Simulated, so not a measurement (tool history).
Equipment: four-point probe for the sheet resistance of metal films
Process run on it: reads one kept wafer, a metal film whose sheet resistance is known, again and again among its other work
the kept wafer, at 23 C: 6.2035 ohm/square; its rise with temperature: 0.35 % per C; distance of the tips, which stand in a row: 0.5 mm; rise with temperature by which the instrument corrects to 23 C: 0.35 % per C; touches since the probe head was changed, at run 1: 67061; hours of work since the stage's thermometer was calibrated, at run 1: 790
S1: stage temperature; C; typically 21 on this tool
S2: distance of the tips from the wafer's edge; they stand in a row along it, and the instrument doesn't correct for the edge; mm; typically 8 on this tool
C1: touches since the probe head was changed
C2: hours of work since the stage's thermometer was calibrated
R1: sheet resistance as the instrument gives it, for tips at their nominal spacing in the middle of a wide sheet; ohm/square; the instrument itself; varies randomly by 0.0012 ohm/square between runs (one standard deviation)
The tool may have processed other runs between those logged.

{"run": 1, "hour": 0.0, "S1": 21, "S2": 8, "C1": 67061, "C2": 790, "R1": 6.234481}
{"run": 2, "hour": 124.5, "S1": 21, "S2": 8, "C1": 69511, "C2": 883, "R1": 6.234765}
{"run": 3, "hour": 220.6, "S1": 21, "S2": 8, "C1": 71403, "C2": 955, "R1": 6.236583}
{"run": 4, "hour": 323.1, "S1": 20, "S2": 8, "C1": 73420, "C2": 1031, "R1": 6.237027}
{"run": 5, "hour": 421.3, "S1": 21, "S2": 8, "C1": 75353, "C2": 1105, "R1": 6.231521}
{"run": 6, "hour": 543.8, "S1": 21, "S2": 8, "C1": 77764, "C2": 1196, "R1": 6.235047}
{"run": 7, "hour": 653.6, "S1": 21, "S2": 8, "C1": 79926, "C2": 1278, "R1": 6.236364}
{"run": 8, "hour": 723.2, "S1": 21, "S2": 8, "C1": 81297, "C2": 1331, "R1": 6.236555}
{"run": 9, "hour": 780.6, "S1": 21, "S2": 8, "C1": 82425, "C2": 1373, "R1": 6.236665}
{"run": 10, "hour": 891.9, "S1": 21, "S2": 10, "C1": 84617, "C2": 1457, "R1": 6.230509}
{"run": 11, "hour": 974.0, "S1": 32, "S2": 8, "C1": 86232, "C2": 1518, "R1": 6.234213}
{"run": 12, "hour": 1069.4, "S1": 32, "S2": 8, "C1": 88111, "C2": 1589, "R1": 6.235001}
{"hour": 1080.8, "done": "stage's thermometer calibrated"}
{"run": 13, "hour": 1148.0, "S1": 32, "S2": 8, "C1": 89647, "C2": 50, "R1": 6.23183}
{"run": 14, "hour": 1203.4, "S1": 21, "S2": 8, "C1": 90738, "C2": 92, "R1": 6.232986}
{"run": 15, "hour": 1267.0, "S1": 21, "S2": 8, "C1": 91990, "C2": 139, "R1": 6.23576}
{"run": 16, "hour": 1381.2, "S1": 21, "S2": 8, "C1": 94238, "C2": 225, "R1": 6.233641}
{"run": 17, "hour": 1473.0, "S1": 22, "S2": 69, "C1": 96046, "C2": 293, "R1": 6.2209}
{"run": 18, "hour": 1604.7, "S1": 22, "S2": 69, "C1": 98637, "C2": 392, "R1": 6.220702}
{"run": 19, "hour": 1694.3, "S1": 20, "S2": 15, "C1": 100401, "C2": 459, "R1": 6.227511}
{"run": 20, "hour": 1771.7, "S1": 22, "S2": 7, "C1": 101925, "C2": 517, "R1": 6.238812}
{"hour": 1793.0, "done": "stage's thermometer calibrated, once more"}
{"run": 21, "hour": 1896.5, "S1": 32, "S2": 10, "C1": 104371, "C2": 77, "R1": 6.239462}
{"run": 22, "hour": 1958.7, "S1": 33, "S2": 32, "C1": 105595, "C2": 124, "R1": 6.232528}
{"run": 23, "hour": 2042.4, "S1": 22, "S2": 6, "C1": 107244, "C2": 187, "R1": 6.255854}
{"run": 24, "hour": 2108.7, "S1": 18, "S2": 63, "C1": 108548, "C2": 236, "R1": 6.233183}
{"run": 25, "hour": 2165.1, "S1": 18, "S2": 63, "C1": 109659, "C2": 278, "R1": 6.234654}
{"run": 26, "hour": 2285.9, "S1": 18, "S2": 63, "C1": 112037, "C2": 369, "R1": 6.234973}
{"run": 27, "hour": 2341.8, "S1": 21, "S2": 47, "C1": 113137, "C2": 411, "R1": 6.234146}
{"run": 28, "hour": 2402.5, "S1": 21, "S2": 47, "C1": 114331, "C2": 456, "R1": 6.23398}
{"run": 29, "hour": 2517.5, "S1": 23, "S2": 8, "C1": 116594, "C2": 542, "R1": 6.245379}

Below are 3 alternative next runs, each starting from the tool's condition after run 29. Predict each:
{"run": "A", "hour": 2580.8, "S1": 27, "S2": 51, "C1": 117841, "C2": 589, "R1": "?"}
{"run": "B", "hour": 2580.8, "S1": 35, "S2": 8, "C1": 117841, "C2": 589, "R1": "?"}
{"run": "C", "hour": 2580.8, "S1": 31, "S2": 4, "C1": 117841, "C2": 589, "R1": "?"}

run=A R1=6.234945
run=B R1=6.244469
run=C R1=6.286058
Take away the tool's hidden state, keep each run's random variation, and the runs would have read:
run=A R1=6.203715
run=B R1=6.213109
run=C R1=6.25455

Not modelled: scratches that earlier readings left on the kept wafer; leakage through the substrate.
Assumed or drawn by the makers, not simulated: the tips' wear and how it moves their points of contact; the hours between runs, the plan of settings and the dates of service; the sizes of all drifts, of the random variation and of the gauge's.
